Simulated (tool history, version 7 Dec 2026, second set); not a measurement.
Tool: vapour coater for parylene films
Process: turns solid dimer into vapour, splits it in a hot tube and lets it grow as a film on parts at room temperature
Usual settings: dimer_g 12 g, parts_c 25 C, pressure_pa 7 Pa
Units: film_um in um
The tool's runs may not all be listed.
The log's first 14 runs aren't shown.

run   hour  dimer_g  parts_c  pressure_pa  hours of work since the trap's valve was overhauled  hours of work since the table's thermometer was calibrated  film_um
 15  215.1       12       25         2.24                                                   75                                                         531     4.11
 16  235.8       12       18            7                                                   92                                                         548     4.65
 17  254.3       18       25            7                                                  107                                                         563     5.36
 18  263.7        6       34         7.91                                                  115                                                         571     1.31
 19  279.4        6       34         7.91                                                  128                                                         583     1.28
 20    298        6       34         7.91                                                  143                                                         599     1.28
 21  312.3        6       28            9                                                  155                                                         610     1.59
 22  321.4        5       25            7                                                  162                                                         618      1.5
 23  342.1        6       32            7                                                  179                                                         635     1.38
 24    355       12       25         4.73                                                  190                                                         646     3.64
 25  370.3       12       25         4.73                                                  203                                                         658     3.71
 26  381.2       12       25         4.73                                                  212                                                         667      3.6

Run 27 comes next. What will it give?
 27  398.8       12       25         4.73                                                  226                                                         682        ?

Run 27 gave film_um 3.62 um.
Without the tool's hidden state the same run would have given film_um 3.78 um.
